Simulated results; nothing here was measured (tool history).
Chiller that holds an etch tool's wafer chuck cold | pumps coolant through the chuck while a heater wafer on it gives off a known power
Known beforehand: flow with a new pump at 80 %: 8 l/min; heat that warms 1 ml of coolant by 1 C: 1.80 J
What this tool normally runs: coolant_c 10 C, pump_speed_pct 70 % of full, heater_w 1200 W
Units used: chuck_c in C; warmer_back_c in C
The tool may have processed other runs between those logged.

Run 1, hour 0: usual settings. Result: chuck_c 22.9 C, warmer_back_c 5.87 C.
Run 2, hour 119.7: usual settings. Result: chuck_c 23.1 C, warmer_back_c 5.86 C.
Run 3, hour 281.8: usual settings but coolant_c 8 C. Result: chuck_c 21.2 C, warmer_back_c 5.92 C.
Run 4, hour 382.9: usual settings but coolant_c 8 C. Result: chuck_c 21.2 C, warmer_back_c 5.91 C.
Run 5, hour 480.6: usual settings but coolant_c 8 C. Result: chuck_c 21.2 C, warmer_back_c 5.92 C.
Run 6, hour 592.9: usual settings but coolant_c 8 C. Result: chuck_c 21.6 C, warmer_back_c 5.93 C.
At hour 669.8: chiller's thermometer calibrated.
Run 7, hour 726.9: usual settings but coolant_c 8 C. Result: chuck_c 21.3 C, warmer_back_c 5.92 C.
Run 8, hour 827.5: usual settings but coolant_c 8 C. Result: chuck_c 21.2 C, warmer_back_c 6.01 C.
Run 9, hour 918: usual settings but coolant_c 4 C. Result: chuck_c 17.1 C, warmer_back_c 5.87 C.
Run 10, hour 1053.2: usual settings but coolant_c 1 C. Result: chuck_c 14.2 C, warmer_back_c 5.98 C.
Run 11, hour 1224.2: usual settings but coolant_c 1 C. Result: chuck_c 14.3 C, warmer_back_c 5.95 C.
Run 12, hour 1360.7: usual settings. Result: chuck_c 23.6 C, warmer_back_c 5.96 C.
Run 13, hour 1531.5: usual settings. Result: chuck_c 23.6 C, warmer_back_c 6.01 C.
Run 14, hour 1691.1: usual settings. Result: chuck_c 23.6 C, warmer_back_c 6.02 C.
Run 15, hour 1785.3: usual settings but heater_w 701 W. Result: chuck_c 18.2 C, warmer_back_c 3.53 C.
Run 16, hour 1939.7: usual settings but heater_w 701 W. Result: chuck_c 18 C, warmer_back_c 3.59 C.
Run 17, hour 2050.8: usual settings but pump_speed_pct 65 % of full, heater_w 1327 W. Result: chuck_c 26.6 C, warmer_back_c 7.23 C.
At hour 2084.8: coolant changed, channels flushed.
Run 18, hour 2152.4: usual settings but pump_speed_pct 65 % of full, heater_w 1327 W. Result: chuck_c 23.8 C, warmer_back_c 7.32 C.
Run 19, hour 2311: usual settings but coolant_c 0 C, pump_speed_pct 99 % of full, heater_w 834 W. Result: chuck_c 6.1 C, warmer_back_c 3.01 C.
Run 20, hour 2465.5: usual settings but coolant_c 0 C, pump_speed_pct 99 % of full, heater_w 834 W. Result: chuck_c 6.3 C, warmer_back_c 3.03 C.
Run 21, hour 2572: usual settings but coolant_c 0 C, pump_speed_pct 67 % of full, heater_w 834 W. Result: chuck_c 8.6 C, warmer_back_c 4.52 C.
Run 22, hour 2694.6: usual settings but coolant_c 8 C, pump_speed_pct 78 % of full, heater_w 813 W. Result: chuck_c 15.6 C, warmer_back_c 3.8 C.
Run 23, hour 2772.8: usual settings but coolant_c 5 C, pump_speed_pct 67 % of full, heater_w 1327 W. Result: chuck_c 18.7 C, warmer_back_c 7.21 C.
Run 24, hour 2883.7: usual settings but coolant_c 3 C, pump_speed_pct 71 % of full, heater_w 601 W. Result: chuck_c 9 C, warmer_back_c 3.09 C.
Run 25, hour 3055.6: usual settings but coolant_c 2 C. Result: chuck_c 14.3 C, warmer_back_c 6.21 C.
Run 26, hour 3228.7: usual settings but coolant_c 0 C, pump_speed_pct 100 % of full. Result: chuck_c 9.3 C, warmer_back_c 4.37 C.
Run 27, hour 3398.3: usual settings but coolant_c 9 C, pump_speed_pct 89 % of full. Result: chuck_c 19.3 C, warmer_back_c 4.93 C.
Run 28, hour 3544.1: usual settings but coolant_c 11 C, heater_w 614 W. Result: chuck_c 17.4 C, warmer_back_c 3.16 C.
At hour 3622.6: chiller's thermometer calibrated.
Run 29, hour 3667: usual settings but coolant_c 12 C, heater_w 609 W. Result: chuck_c 18.3 C, warmer_back_c 3.24 C.
Run 30, hour 3759.7: usual settings but pump_speed_pct 89 % of full. Result: chuck_c 20.6 C, warmer_back_c 4.98 C.
Run 31, hour 3884.2: usual settings but pump_speed_pct 89 % of full, heater_w 1037 W. Result: chuck_c 19.1 C, warmer_back_c 4.3 C.

Below are 4 alternative next runs, each starting from the tool's condition after run 31. Predict each:
Run A, hour 3960: usual settings but pump_speed_pct 89 % of full, heater_w 692 W. Result: chuck_c ?, warmer_back_c ?.
Run B, hour 3960: usual settings but pump_speed_pct 69 % of full, heater_w 1037 W. Result: chuck_c ?, warmer_back_c ?.
Run C, hour 3960: usual settings but pump_speed_pct 92 % of full. Result: chuck_c ?, warmer_back_c ?.
Run D, hour 3960: usual settings but pump_speed_pct 96 % of full. Result: chuck_c ?, warmer_back_c ?.

run  chuck_c  warmer_back_c
  A     16.2           2.89
  B       21           5.57
  C       20           4.83
  D     19.8           4.63
Stripped of hidden state, with their random variation kept, the same runs would have yielded:
run  chuck_c  warmer_back_c
  A     15.4           2.59
  B     19.6           4.98
  C     18.8           4.33
  D     18.6           4.15

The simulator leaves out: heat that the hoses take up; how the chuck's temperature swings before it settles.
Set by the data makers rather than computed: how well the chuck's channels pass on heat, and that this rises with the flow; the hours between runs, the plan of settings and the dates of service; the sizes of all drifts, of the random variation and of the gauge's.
